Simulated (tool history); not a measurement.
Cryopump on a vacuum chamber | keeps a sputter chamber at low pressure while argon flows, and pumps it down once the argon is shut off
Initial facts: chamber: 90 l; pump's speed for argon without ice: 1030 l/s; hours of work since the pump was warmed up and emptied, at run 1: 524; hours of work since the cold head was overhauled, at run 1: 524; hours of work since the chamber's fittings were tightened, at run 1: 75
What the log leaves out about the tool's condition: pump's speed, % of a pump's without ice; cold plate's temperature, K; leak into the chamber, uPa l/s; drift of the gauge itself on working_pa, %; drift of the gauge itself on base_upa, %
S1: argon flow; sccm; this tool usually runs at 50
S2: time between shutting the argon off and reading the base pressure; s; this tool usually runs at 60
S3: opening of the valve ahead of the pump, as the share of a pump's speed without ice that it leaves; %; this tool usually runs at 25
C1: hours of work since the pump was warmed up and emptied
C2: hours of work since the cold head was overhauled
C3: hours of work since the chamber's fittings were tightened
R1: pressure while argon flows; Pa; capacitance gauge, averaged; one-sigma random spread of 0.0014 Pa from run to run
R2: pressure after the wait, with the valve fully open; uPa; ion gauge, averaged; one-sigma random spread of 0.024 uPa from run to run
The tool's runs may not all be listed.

run 1 hour=0 | S1=50 S2=60 S3=25 | C1=524 C2=524 C3=75 | R1=0.3417 R2=1.02
run 2 hour=15.3 | S1=50 S2=60 S3=25 | C1=533 C2=533 C3=85 | R1=0.344 R2=1.11
run 3 hour=28.1 | S1=22 S2=60 S3=25 | C1=542 C2=542 C3=93 | R1=0.151 R2=1.11
run 4 hour=58.1 | S1=50 S2=60 S3=25 | C1=561 C2=561 C3=113 | R1=0.342 R2=1.1
run 5 hour=85 | S1=50 S2=60 S3=25 | C1=579 C2=579 C3=130 | R1=0.3433 R2=1.11
run 6 hour=109.6 | S1=50 S2=22 S3=25 | C1=595 C2=595 C3=147 | R1=0.344 R2=2.21
run 7 hour=133 | S1=50 S2=22 S3=25 | C1=610 C2=610 C3=162 | R1=0.3444 R2=2.2
run 8 hour=148.4 | S1=50 S2=22 S3=25 | C1=620 C2=620 C3=172 | R1=0.3444 R2=2.3
run 9 hour=172.7 | S1=46 S2=60 S3=25 | C1=636 C2=636 C3=188 | R1=0.3186 R2=1.18
run 10 hour=194.4 | S1=46 S2=60 S3=25 | C1=650 C2=650 C3=202 | R1=0.3165 R2=1.2
run 11 hour=207.2 | S1=46 S2=60 S3=25 | C1=659 C2=659 C3=210 | R1=0.3181 R2=1.15
run 12 hour=226.8 | S1=46 S2=60 S3=29 | C1=671 C2=671 C3=223 | R1=0.2784 R2=1.21
run 13 hour=244.5 | S1=50 S2=60 S3=25 | C1=683 C2=683 C3=234 | R1=0.3462 R2=1.19
run 14 hour=268.6 | S1=50 S2=60 S3=25 | C1=699 C2=699 C3=250 | R1=0.3484 R2=1.21
run 15 hour=297.2 | S1=61 S2=112 S3=26 | C1=717 C2=717 C3=269 | R1=0.4098 R2=0.89
run 16 hour=320.6 | S1=61 S2=112 S3=26 | C1=732 C2=732 C3=284 | R1=0.4129 R2=0.97
run 17 hour=342 | S1=61 S2=112 S3=26 | C1=746 C2=746 C3=298 | R1=0.4087 R2=0.97
run 18 hour=365.4 | S1=50 S2=60 S3=32 | C1=762 C2=762 C3=313 | R1=0.2778 R2=1.28
run 19 hour=392.6 | S1=50 S2=60 S3=44 | C1=779 C2=779 C3=331 | R1=0.2088 R2=1.34
run 20 hour=411.4 | S1=50 S2=60 S3=44 | C1=792 C2=792 C3=343 | R1=0.2086 R2=1.37
run 21 hour=431.2 | S1=50 S2=60 S3=44 | C1=804 C2=804 C3=356 | R1=0.2086 R2=1.36
run 22 hour=445.3 | S1=50 S2=60 S3=36 | C1=814 C2=814 C3=365 | R1=0.2532 R2=1.31
run 23 hour=473.8 | S1=56 S2=160 S3=29 | C1=832 C2=832 C3=384 | R1=0.3444 R2=0.96
run 24 hour=496.9 | S1=56 S2=160 S3=29 | C1=847 C2=847 C3=399 | R1=0.3445 R2=0.98
run 25 hour=523.3 | S1=50 S2=67 S3=55 | C1=864 C2=864 C3=416 | R1=0.1745 R2=1.35
run 26 hour=550 | S1=29 S2=60 S3=25 | C1=882 C2=882 C3=433 | R1=0.2046 R2=1.42
run 27 hour=575.9 | S1=29 S2=60 S3=25 | C1=899 C2=899 C3=450 | R1=0.206 R2=1.42
run 28 hour=599 | S1=27 S2=210 S3=32 | C1=914 C2=914 C3=465 | R1=0.1534 R2=0.98

Predict each of these 5 candidate next runs independently; none follows another, all start after run 28:
run A hour=621.8 | S1=50 S2=60 S3=18 | C1=929 C2=929 C3=480 | R1=? R2=?
run B hour=621.8 | S1=23 S2=210 S3=16 | C1=929 C2=929 C3=480 | R1=? R2=?
run C hour=621.8 | S1=31 S2=50 S3=25 | C1=929 C2=929 C3=480 | R1=? R2=?
run D hour=621.8 | S1=56 S2=185 S3=22 | C1=929 C2=929 C3=480 | R1=? R2=?
run E hour=621.8 | S1=41 S2=23 S3=28 | C1=929 C2=929 C3=480 | R1=? R2=?

run=A R1=0.4855 R2=1.5
run=B R1=0.2477 R2=1.02
run=C R1=0.2214 R2=1.58
run=D R1=0.4508 R2=1.03
run=E R1=0.2623 R2=2.49
Had the tool no hidden state, the same runs would have come out as:
run=A R1=0.4573 R2=0.96
run=B R1=0.2348 R2=0.48
run=C R1=0.2039 R2=1.05
run=D R1=0.4193 R2=0.5
run=E R1=0.2393 R2=1.94
